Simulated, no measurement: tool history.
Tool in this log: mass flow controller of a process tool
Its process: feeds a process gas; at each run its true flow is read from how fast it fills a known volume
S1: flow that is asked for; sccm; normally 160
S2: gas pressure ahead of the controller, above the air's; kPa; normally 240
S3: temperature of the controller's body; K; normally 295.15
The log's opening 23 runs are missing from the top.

Run 24, hour 8129.1: usual settings but S1 47 sccm, S2 167 kPa, S3 303.15 K. Result: true flow (%) 99.55.
Run 25, hour 8544.7: usual settings but S2 258 kPa. Result: true flow (%) 99.96.
Run 26, hour 9038.5: usual settings but S1 71 sccm, S2 258 kPa, S3 297.15 K. Result: true flow (%) 99.37.
Run 27, hour 9435.3: usual settings but S1 71 sccm, S2 258 kPa, S3 297.15 K. Result: true flow (%) 99.23.
Run 28, hour 9766.0: usual settings but S1 129 sccm, S3 296.15 K. Result: true flow (%) 100.02.
Run 29, hour 10005.1: usual settings but S1 129 sccm, S3 296.15 K. Result: true flow (%) 99.82.
Run 30, hour 10264.9: usual settings but S2 163 kPa, S3 299.15 K. Result: true flow (%) 100.44.
Run 31, hour 10615.1: usual settings but S2 163 kPa, S3 299.15 K. Result: true flow (%) 100.46.
Run 32, hour 11000.4: usual settings but S1 98 sccm, S2 224 kPa, S3 301.15 K. Result: true flow (%) 99.99.
Run 33, hour 11240.9: usual settings but S1 98 sccm, S2 224 kPa, S3 301.15 K. Result: true flow (%) 100.04.
Run 34, hour 11665.9: usual settings but S1 124 sccm, S2 167 kPa, S3 298.15 K. Result: true flow (%) 100.27.
Run 35, hour 12115.3: usual settings but S1 124 sccm, S2 167 kPa, S3 298.15 K. Result: true flow (%) 100.26.
At hour 12395.5: controller exchanged for a calibrated one.
Run 36, hour 12564.1: usual settings but S1 124 sccm, S2 167 kPa, S3 298.15 K. Result: true flow (%) 99.35.
Run 37, hour 12868.6: usual settings but S1 124 sccm, S2 167 kPa, S3 298.15 K. Result: true flow (%) 99.38.
Run 38, hour 13352.5: usual settings but S2 220 kPa, S3 297.15 K. Result: true flow (%) 99.39.
Run 39, hour 13676.7: usual settings but S1 141 sccm, S2 154 kPa, S3 304.15 K. Result: true flow (%) 99.90.
Run 40, hour 13967.8: usual settings but S2 254 kPa, S3 303.15 K. Result: true flow (%) 99.73.
Run 41, hour 14475.2: usual settings but S1 25 sccm, S2 191 kPa, S3 297.15 K. Result: true flow (%) 97.74.
Run 42, hour 14687.9: usual settings but S1 25 sccm, S2 191 kPa, S3 297.15 K. Result: true flow (%) 97.72.
Run 43, hour 14928.1: usual settings but S1 25 sccm, S2 166 kPa, S3 297.15 K. Result: true flow (%) 97.64.
Run 44, hour 15163.0: usual settings but S1 63 sccm, S2 173 kPa, S3 302.15 K. Result: true flow (%) 99.26.
Run 45, hour 15633.6: usual settings but S1 63 sccm, S2 173 kPa, S3 302.15 K. Result: true flow (%) 99.31.

Consider 4 possible next runs. They are alternatives, not a sequence: every one starts from the tool as it was left by run 45. What does each give?
Run A, hour 15920.7: usual settings but S1 143 sccm, S3 309.15 K. Result: true flow (%) ?.
Run B, hour 15920.7: usual settings but S2 241 kPa. Result: true flow (%) ?.
Run C, hour 15920.7: usual settings but S1 124 sccm, S2 166 kPa, S3 302.15 K. Result: true flow (%) ?.
Run D, hour 15920.7: usual settings but S1 26 sccm, S2 173 kPa, S3 302.15 K. Result: true flow (%) ?.

run  true flow (%)
  A         100.24
  B          99.34
  C          99.77
  D          97.94
With no hidden state in the tool, these same runs would have given:
run  true flow (%)
  A         100.34
  B          99.40
  C          99.92
  D          99.65

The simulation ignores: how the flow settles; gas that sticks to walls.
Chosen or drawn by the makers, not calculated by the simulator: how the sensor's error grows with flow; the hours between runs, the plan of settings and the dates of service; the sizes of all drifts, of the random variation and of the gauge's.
